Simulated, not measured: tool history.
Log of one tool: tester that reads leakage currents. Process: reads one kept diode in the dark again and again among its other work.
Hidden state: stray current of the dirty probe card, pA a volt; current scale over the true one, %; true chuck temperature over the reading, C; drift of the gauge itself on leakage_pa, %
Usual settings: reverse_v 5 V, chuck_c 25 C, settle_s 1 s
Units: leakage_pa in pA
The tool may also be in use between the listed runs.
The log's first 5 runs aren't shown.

run    hour  reverse_v  chuck_c  settle_s  hours of work since the probe card was cleaned  hours of work since the tester was calibrated  hours of work since the chuck was calibrated  leakage_pa
  6   175.4          5       55         1                                             262                                            423                                           966     1675.28
  7   206.9          5       55         1                                             275                                            436                                           979     1668.27
  8   228.7          5       55         1                                             283                                            445                                           988     1670.14
  9   252.4          5       55         1                                             293                                            455                                           998     1682.48
 10   292.6          5       55         1                                             310                                            471                                          1014     1679.73
 11   323.6          5       55         1                                             323                                            484                                          1027     1682.97
 12   367.1          5       55         1                                             340                                            502                                          1045     1689.19
      372.7  -- chuck's temperature calibrated
 13   393.4          5       25         1                                             350                                            512                                             9      158.37
 14   432.2          5       25         1                                             366                                            528                                            24      157.51
 15     464          5       25         1                                             379                                            541                                            38      158.24
 16   488.3          5       25         1                                             389                                            551                                            48      157.84
      508.7  -- chuck's temperature calibrated, once more
 17   537.7          5       25         1                                             409                                            570                                            12      135.55
 18   583.2       4.43       25      1.54                                             428                                            589                                            31      126.83
 19   604.6        4.4       35      1.39                                             436                                            598                                            39      301.57
 20   634.2        4.4       32      1.39                                             449                                            610                                            52      234.29
 21     675        4.4       32      1.39                                             465                                            627                                            68      234.81
 22   713.2        4.4       32      1.39                                             481                                            642                                            84      235.18
 23   759.4        4.4       32      1.39                                             500                                            661                                           103      235.22
 24   803.2      10.59       38      1.89                                             518                                            679                                           121      609.53
 25     841       7.38       25      0.33                                             534                                            695                                           137      169.02
 26   886.3       7.38       30      4.27                                             552                                            714                                           155       257.7
 27   924.5          5       33         1                                             568                                            729                                           171      277.64
 28   950.9          5       33         1                                             579                                            740                                           182      277.17
 29   986.3       2.64       25      1.74                                             593                                            755                                           196       98.94
 30  1032.8       2.64       25      1.74                                             613                                            774                                           216       99.79

5 ways to go on from here, each from the tool as it stands after run 30. What would each give?
  A  1071       2.21       50      1.74                                             628                                            790                                           231           ?
  B  1071       1.78       55         1                                             628                                            790                                           231           ?
  C  1071       1.14       25         1                                             628                                            790                                           231           ?
  D  1071      18.29       25         1                                             628                                            790                                           231           ?
  E  1071       2.64       46      0.34                                             628                                            790                                           231           ?

run  leakage_pa
  A      725.83
  B      940.51
  C       65.09
  D      270.39
  E      580.34
Without the tool's hidden state the same runs would have given:
run  leakage_pa
  A      704.36
  B      913.41
  C       62.83
  D      259.48
  E      562.79
